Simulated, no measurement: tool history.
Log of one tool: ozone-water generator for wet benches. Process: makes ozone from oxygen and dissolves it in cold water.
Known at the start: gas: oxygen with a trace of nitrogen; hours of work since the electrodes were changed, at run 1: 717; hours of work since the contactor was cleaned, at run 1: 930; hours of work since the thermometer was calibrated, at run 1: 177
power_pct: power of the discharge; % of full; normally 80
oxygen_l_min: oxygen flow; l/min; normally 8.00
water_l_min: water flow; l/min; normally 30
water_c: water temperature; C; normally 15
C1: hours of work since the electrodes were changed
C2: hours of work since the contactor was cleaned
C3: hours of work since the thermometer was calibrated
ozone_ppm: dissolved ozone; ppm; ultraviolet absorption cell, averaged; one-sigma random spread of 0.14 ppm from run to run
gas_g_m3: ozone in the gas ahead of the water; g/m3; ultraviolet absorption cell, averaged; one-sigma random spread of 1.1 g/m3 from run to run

Run 1, day 0.000: usual settings; C1 717; C2 930; C3 177. Result: ozone_ppm 15.8 ppm, gas_g_m3 181.7 g/m3.
Run 2, day 1.117: usual settings but oxygen_l_min 8.98 l/min; C1 737; C2 950; C3 197. Result: ozone_ppm 16.0 ppm, gas_g_m3 172.3 g/m3.
Run 3, day 2.250: usual settings but oxygen_l_min 8.98 l/min; C1 757; C2 970; C3 217. Result: ozone_ppm 16.1 ppm, gas_g_m3 170.1 g/m3.
Run 4, day 3.079: usual settings but oxygen_l_min 8.98 l/min; C1 772; C2 985; C3 232. Result: ozone_ppm 15.7 ppm, gas_g_m3 173.5 g/m3.
Run 5, day 3.704: usual settings but oxygen_l_min 8.98 l/min; C1 783; C2 996; C3 243. Result: ozone_ppm 15.7 ppm, gas_g_m3 170.3 g/m3.
Run 6, day 4.758: usual settings but oxygen_l_min 8.98 l/min, water_l_min 21 l/min; C1 802; C2 1015; C3 262. Result: ozone_ppm 21.5 ppm, gas_g_m3 172.8 g/m3.
Run 7, day 5.333: usual settings but oxygen_l_min 8.98 l/min, water_l_min 21 l/min; C1 812; C2 1025; C3 272. Result: ozone_ppm 21.4 ppm, gas_g_m3 172.2 g/m3.
Run 8, day 5.975: usual settings but oxygen_l_min 8.98 l/min, water_l_min 28 l/min; C1 824; C2 1036; C3 283. Result: ozone_ppm 16.8 ppm, gas_g_m3 172.6 g/m3.
Run 9, day 6.617: usual settings but oxygen_l_min 8.98 l/min, water_l_min 28 l/min; C1 835; C2 1048; C3 295. Result: ozone_ppm 16.9 ppm, gas_g_m3 172.4 g/m3.
Run 10, day 7.258: usual settings but oxygen_l_min 8.98 l/min, water_l_min 28 l/min; C1 846; C2 1059; C3 306. Result: ozone_ppm 16.7 ppm, gas_g_m3 171.7 g/m3.
Run 11, day 7.817: usual settings but oxygen_l_min 6.24 l/min; C1 856; C2 1069; C3 316. Result: ozone_ppm 15.2 ppm, gas_g_m3 205.2 g/m3.
Run 12, day 8.475: usual settings; C1 868; C2 1081; C3 328. Result: ozone_ppm 15.8 ppm, gas_g_m3 182.0 g/m3.
Run 13, day 9.604: usual settings but oxygen_l_min 12.40 l/min, water_c 16 C; C1 888; C2 1101; C3 348. Result: ozone_ppm 15.8 ppm, gas_g_m3 146.0 g/m3.
Run 14, day 10.688: usual settings but oxygen_l_min 12.40 l/min, water_c 16 C; C1 907; C2 1120; C3 367. Result: ozone_ppm 15.6 ppm, gas_g_m3 146.9 g/m3.
Run 15, day 11.908: usual settings but power_pct 78 % of full, oxygen_l_min 7.33 l/min, water_l_min 39 l/min, water_c 14 C; C1 929; C2 1142; C3 389. Result: ozone_ppm 11.7 ppm, gas_g_m3 186.7 g/m3.
Run 16, day 12.858: usual settings but power_pct 44 % of full, oxygen_l_min 11.71 l/min, water_l_min 35 l/min, water_c 13 C; C1 946; C2 1159; C3 406. Result: ozone_ppm 9.0 ppm, gas_g_m3 97.2 g/m3.
Run 17, day 13.438: usual settings but power_pct 82 % of full; C1 956; C2 1169; C3 416. Result: ozone_ppm 16.0 ppm, gas_g_m3 184.8 g/m3.
Run 18, day 14.388: usual settings but power_pct 82 % of full, water_l_min 28 l/min; C1 973; C2 1186; C3 433. Result: ozone_ppm 17.1 ppm, gas_g_m3 184.4 g/m3.
Run 19, day 15.300: usual settings but power_pct 62 % of full, oxygen_l_min 12.62 l/min, water_l_min 28 l/min; C1 989; C2 1202; C3 449. Result: ozone_ppm 13.9 ppm, gas_g_m3 119.5 g/m3.
Run 20, day 16.475: usual settings but power_pct 48 % of full, oxygen_l_min 12.62 l/min, water_l_min 19 l/min; C1 1010; C2 1223; C3 470. Result: ozone_ppm 15.1 ppm, gas_g_m3 98.7 g/m3.
Run 21, day 17.554: usual settings but power_pct 48 % of full, oxygen_l_min 12.62 l/min, water_l_min 19 l/min; C1 1030; C2 1242; C3 489. Result: ozone_ppm 15.4 ppm, gas_g_m3 98.8 g/m3.
Run 22, day 18.233: usual settings but oxygen_l_min 5.25 l/min, water_c 20 C; C1 1042; C2 1254; C3 501. Result: ozone_ppm 13.8 ppm, gas_g_m3 222.7 g/m3.
Run 23, day 19.371: usual settings but oxygen_l_min 5.25 l/min, water_c 20 C; C1 1062; C2 1275; C3 521. Result: ozone_ppm 14.3 ppm, gas_g_m3 223.0 g/m3.

3 options for the next run, each taken on its own from the tool as it stands now. Forecast them:
Run A, day 19.904: usual settings but power_pct 56 % of full, oxygen_l_min 7.02 l/min, water_l_min 28 l/min; C1 1071; C2 1284; C3 531. Result: ozone_ppm ?, gas_g_m3 ?.
Run B, day 19.904: usual settings but oxygen_l_min 5.69 l/min, water_c 14 C; C1 1071; C2 1284; C3 531. Result: ozone_ppm ?, gas_g_m3 ?.
Run C, day 19.904: usual settings but power_pct 89 % of full; C1 1071; C2 1284; C3 531. Result: ozone_ppm ?, gas_g_m3 ?.

run  ozone_ppm  gas_g_m3
  A       12.5     147.4
  B       15.2     213.7
  C       17.1     195.3
With the hidden condition removed and each run's random variation left untouched, the same runs would have given:
run  ozone_ppm  gas_g_m3
  A       12.9     150.7
  B       15.8     220.0
  C       17.8     201.5
